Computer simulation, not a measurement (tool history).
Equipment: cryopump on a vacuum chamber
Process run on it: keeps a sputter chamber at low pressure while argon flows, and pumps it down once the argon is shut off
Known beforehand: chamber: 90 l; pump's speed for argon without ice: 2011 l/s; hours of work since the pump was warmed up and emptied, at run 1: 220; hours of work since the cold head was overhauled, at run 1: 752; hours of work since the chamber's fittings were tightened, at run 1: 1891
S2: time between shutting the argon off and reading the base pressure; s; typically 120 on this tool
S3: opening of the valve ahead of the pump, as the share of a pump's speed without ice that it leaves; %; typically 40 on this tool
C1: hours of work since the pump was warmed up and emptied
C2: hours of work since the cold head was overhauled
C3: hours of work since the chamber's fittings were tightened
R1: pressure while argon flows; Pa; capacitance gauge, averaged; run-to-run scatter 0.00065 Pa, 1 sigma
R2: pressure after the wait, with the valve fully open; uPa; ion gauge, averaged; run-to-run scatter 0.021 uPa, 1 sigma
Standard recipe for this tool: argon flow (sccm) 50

{"run": 1, "hour": 0.0, "argon flow (sccm)": 50, "S2": 120, "S3": 40, "C1": 220, "C2": 752, "C3": 1891, "R1": 0.1117, "R2": 1.85}
{"run": 2, "hour": 40.7, "argon flow (sccm)": 50, "S2": 120, "S3": 40, "C1": 249, "C2": 781, "C3": 1920, "R1": 0.114, "R2": 1.99}
{"run": 3, "hour": 87.7, "argon flow (sccm)": 50, "S2": 120, "S3": 40, "C1": 282, "C2": 814, "C3": 1953, "R1": 0.1157, "R2": 1.95}
{"run": 4, "hour": 144.0, "argon flow (sccm)": 50, "S2": 120, "S3": 49, "C1": 322, "C2": 854, "C3": 1993, "R1": 0.098, "R2": 2.14}
{"run": 5, "hour": 199.4, "argon flow (sccm)": 37, "S2": 120, "S3": 49, "C1": 361, "C2": 893, "C3": 2032, "R1": 0.0728, "R2": 2.18}
{"run": 6, "hour": 243.3, "argon flow (sccm)": 50, "S2": 120, "S3": 52, "C1": 392, "C2": 924, "C3": 2063, "R1": 0.0972, "R2": 2.38}
{"run": 7, "hour": 298.3, "argon flow (sccm)": 50, "S2": 120, "S3": 52, "C1": 431, "C2": 963, "C3": 2102, "R1": 0.0991, "R2": 2.3}
{"run": 8, "hour": 332.8, "argon flow (sccm)": 50, "S2": 120, "S3": 40, "C1": 455, "C2": 987, "C3": 2126, "R1": 0.124, "R2": 2.49}
{"run": 9, "hour": 370.0, "argon flow (sccm)": 50, "S2": 120, "S3": 40, "C1": 482, "C2": 1014, "C3": 2152, "R1": 0.1266, "R2": 2.52}
{"hour": 381.0, "done": "pump warmed up, emptied and cooled again"}
{"hour": 405.7, "done": "leaking fittings of the chamber tightened, without venting"}
{"run": 10, "hour": 443.2, "argon flow (sccm)": 50, "S2": 120, "S3": 40, "C1": 43, "C2": 1060, "C3": 27, "R1": 0.1067, "R2": 0.53}
{"run": 11, "hour": 497.0, "argon flow (sccm)": 50, "S2": 152, "S3": 40, "C1": 81, "C2": 1098, "C3": 65, "R1": 0.1078, "R2": 0.52}
{"run": 12, "hour": 550.4, "argon flow (sccm)": 50, "S2": 98, "S3": 40, "C1": 118, "C2": 1136, "C3": 102, "R1": 0.1097, "R2": 0.65}
{"run": 13, "hour": 610.3, "argon flow (sccm)": 50, "S2": 98, "S3": 40, "C1": 161, "C2": 1178, "C3": 145, "R1": 0.112, "R2": 0.67}
{"run": 14, "hour": 663.0, "argon flow (sccm)": 50, "S2": 120, "S3": 40, "C1": 198, "C2": 1216, "C3": 182, "R1": 0.1126, "R2": 0.68}
{"run": 15, "hour": 706.4, "argon flow (sccm)": 50, "S2": 120, "S3": 40, "C1": 229, "C2": 1246, "C3": 213, "R1": 0.1139, "R2": 0.74}
{"run": 16, "hour": 747.7, "argon flow (sccm)": 50, "S2": 120, "S3": 17, "C1": 258, "C2": 1276, "C3": 242, "R1": 0.2592, "R2": 0.69}
{"run": 17, "hour": 784.9, "argon flow (sccm)": 50, "S2": 120, "S3": 33, "C1": 284, "C2": 1302, "C3": 268, "R1": 0.1395, "R2": 0.76}
{"run": 18, "hour": 850.5, "argon flow (sccm)": 87, "S2": 213, "S3": 38, "C1": 330, "C2": 1348, "C3": 314, "R1": 0.2181, "R2": 0.73}
{"run": 19, "hour": 886.1, "argon flow (sccm)": 55, "S2": 46, "S3": 44, "C1": 356, "C2": 1373, "C3": 340, "R1": 0.1204, "R2": 1.35}
{"run": 20, "hour": 919.0, "argon flow (sccm)": 65, "S2": 34, "S3": 17, "C1": 379, "C2": 1397, "C3": 363, "R1": 0.3456, "R2": 1.72}
{"run": 21, "hour": 962.8, "argon flow (sccm)": 75, "S2": 82, "S3": 19, "C1": 410, "C2": 1428, "C3": 394, "R1": 0.3603, "R2": 1.07}
{"run": 22, "hour": 1019.4, "argon flow (sccm)": 75, "S2": 82, "S3": 19, "C1": 450, "C2": 1468, "C3": 434, "R1": 0.3615, "R2": 1.17}
{"hour": 1071.2, "done": "pump warmed up, emptied and cooled again"}
{"run": 23, "hour": 1074.5, "argon flow (sccm)": 28, "S2": 192, "S3": 27, "C1": 2, "C2": 1503, "C3": 469, "R1": 0.0882, "R2": 0.7}
{"run": 24, "hour": 1102.2, "argon flow (sccm)": 28, "S2": 192, "S3": 27, "C1": 22, "C2": 1523, "C3": 489, "R1": 0.0885, "R2": 0.7}
{"run": 25, "hour": 1164.9, "argon flow (sccm)": 28, "S2": 192, "S3": 27, "C1": 66, "C2": 1567, "C3": 533, "R1": 0.0893, "R2": 0.73}
{"run": 26, "hour": 1204.7, "argon flow (sccm)": 28, "S2": 192, "S3": 48, "C1": 94, "C2": 1595, "C3": 561, "R1": 0.0511, "R2": 0.8}
{"run": 27, "hour": 1242.4, "argon flow (sccm)": 28, "S2": 192, "S3": 48, "C1": 121, "C2": 1622, "C3": 588, "R1": 0.0515, "R2": 0.82}
{"run": 28, "hour": 1273.5, "argon flow (sccm)": 31, "S2": 282, "S3": 30, "C1": 143, "C2": 1644, "C3": 610, "R1": 0.0903, "R2": 0.77}
{"run": 29, "hour": 1336.8, "argon flow (sccm)": 31, "S2": 282, "S3": 30, "C1": 188, "C2": 1688, "C3": 655, "R1": 0.0913, "R2": 0.81}
{"run": 30, "hour": 1380.8, "argon flow (sccm)": 31, "S2": 282, "S3": 30, "C1": 219, "C2": 1720, "C3": 686, "R1": 0.0919, "R2": 0.86}
{"run": 31, "hour": 1420.8, "argon flow (sccm)": 50, "S2": 120, "S3": 20, "C1": 247, "C2": 1748, "C3": 714, "R1": 0.2224, "R2": 1.13}
{"run": 32, "hour": 1480.5, "argon flow (sccm)": 50, "S2": 120, "S3": 20, "C1": 289, "C2": 1790, "C3": 756, "R1": 0.2213, "R2": 1.16}
{"run": 33, "hour": 1533.7, "argon flow (sccm)": 50, "S2": 120, "S3": 20, "C1": 327, "C2": 1828, "C3": 794, "R1": 0.2247, "R2": 1.19}

How would selected steps in R1 from run to run divide? Give the signed amount a tool lacking its hidden state would still show from settings, what came in and random variation, and the signed amount left for the hidden state, including any gauge scatter that is not in both of the compared results.
What the log doesn't record here: pump's speed, % of a pump's without ice; cold plate's temperature, K; leak into the chamber, uPa l/s; drift of the gauge itself on working_pa, %; drift of the gauge itself on base_upa, %.
Run 9 -> 10: pump warmed up, emptied and cooled again, leaking fittings of the chamber tightened, without venting. R1 -0.0199 Pa: hidden state -0.0185, all else -0.0014.
Run 15 -> 16: S3 40 -> 17. R1 +0.1453 Pa: hidden state +0.0012, all else +0.1441.
Run 17 -> 18: argon flow (sccm) 50 -> 87, S2 120 -> 213, S3 33 -> 38. R1 +0.0786 Pa: hidden state +0.0127, all else +0.0659.
Run 19 -> 20: argon flow (sccm) 55 -> 65, S2 46 -> 34, S3 44 -> 17. R1 +0.2252 Pa: hidden state +0.0049, all else +0.2203.
Run 22 -> 23: argon flow (sccm) 75 -> 28, S2 82 -> 192, S3 19 -> 27, pump warmed up, emptied and cooled again. R1 -0.2733 Pa: hidden state -0.0307, all else -0.2426.
